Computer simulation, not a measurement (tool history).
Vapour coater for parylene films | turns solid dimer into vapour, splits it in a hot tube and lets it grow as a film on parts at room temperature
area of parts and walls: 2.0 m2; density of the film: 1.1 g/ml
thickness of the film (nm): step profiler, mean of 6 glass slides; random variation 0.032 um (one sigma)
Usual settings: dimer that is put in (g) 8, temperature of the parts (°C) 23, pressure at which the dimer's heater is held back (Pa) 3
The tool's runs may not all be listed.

| run | day | dimer that is put in (g) | temperature of the parts (°C) | pressure at which the dimer's heater is held back (Pa) | thickness of the film (nm) |
|---|---|---|---|---|---|
| 1 | 0 | 8 | 23 | 3 | 3010 |
| 2 | 0.575 | 8 | 23 | 3 | 2990 |
| 3 | 1.4 | 8 | 23 | 3 | 2960 |
| 4 | 2.054 | 8 | 23 | 3 | 2970 |
| 5 | 3.104 | 8 | 23 | 3 | 2910 |
| 6 | 3.567 | 8 | 25 | 3 | 2720 |
| 7 | 4.479 | 8 | 16 | 3 | 3360 |
| 8 | 5.179 | 8 | 16 | 3 | 3310 |
| 9 | 5.912 | 8 | 23 | 2.3 | 3020 |
| 10 | 6.421 | 8 | 23 | 2.3 | 3050 |
| 11 | 7.329 | 8 | 23 | 2.3 | 2950 |
| 12 | 8.183 | 8 | 23 | 3 | 2850 |
| 13 | 8.975 | 8 | 23 | 3 | 2820 |
| 14 | 9.892 | 8 | 23 | 3 | 2820 |
| 15 | 10.65 | 8 | 23 | 10.33 | 2220 |
| 16 | 11.725 | 8 | 23 | 10.33 | 2240 |
| 17 | 12.458 | 8 | 23 | 3 | 2810 |
| 18 | 13.075 | 3 | 23 | 3 | 1010 |
| 19 | 13.779 | 3 | 23 | 3 | 1020 |
| 20 | 14.412 | 6 | 23 | 3 | 2060 |
| 21 | 15.225 | 8 | 23 | 3 | 2780 |

Run 22 comes next. What will it give?
| 22 | 16.021 | 4 | 19 | 3 | ? |

thickness of the film (nm): 1510
Without the tool's hidden state the same run would have given thickness of the film (nm) 1750.
